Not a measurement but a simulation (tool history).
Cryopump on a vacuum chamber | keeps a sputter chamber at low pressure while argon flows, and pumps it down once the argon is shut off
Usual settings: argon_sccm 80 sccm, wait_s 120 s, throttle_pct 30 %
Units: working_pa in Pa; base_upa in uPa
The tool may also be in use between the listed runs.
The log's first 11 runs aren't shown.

run	hour	argon_sccm	wait_s	throttle_pct	hours of work since the pump was warmed up and emptied	hours of work since the cold head was overhauled	hours of work since the chamber's fittings were tightened	working_pa	base_upa
12	146.8	60	70	30	449	449	990	0.2287	1.1
13	166.5	60	70	30	459	459	1000	0.2288	1.08
14	177.3	80	120	30	465	465	1006	0.3062	0.85
15	186.7	80	120	30	470	470	1011	0.307	0.86
16	195.3	80	120	30	475	475	1016	0.3059	0.86
17	206.6	80	120	30	481	481	1022	0.3072	0.88
18	218.5	80	120	20	487	487	1028	0.4499	0.87
19	231.3	80	120	20	494	494	1035	0.4504	0.91
20	245.6	41	46	19	502	502	1043	0.2438	1.39
21	258	128	108	19	508	508	1049	0.7632	0.92
22	266	39	120	30	513	513	1053	0.1497	0.84
23	284.9	89	120	30	523	523	1063	0.3479	0.87
24	296.7	56	120	43	529	529	1070	0.1529	0.92
25	312.1	56	120	43	537	537	1078	0.156	0.89
26	324.2	56	120	43	544	544	1085	0.1579	0.9
27	343.8	60	290	35	554	554	1095	0.2024	0.74

The next listed run, before its measurement:
28	361.1	100	156	35	563	563	1104	?	?

Run 28 gave working_pa 0.3359 Pa, base_upa 0.82 uPa.
Without the tool's hidden state the same run would have given working_pa 0.3078 Pa, base_upa 0.44 uPa.

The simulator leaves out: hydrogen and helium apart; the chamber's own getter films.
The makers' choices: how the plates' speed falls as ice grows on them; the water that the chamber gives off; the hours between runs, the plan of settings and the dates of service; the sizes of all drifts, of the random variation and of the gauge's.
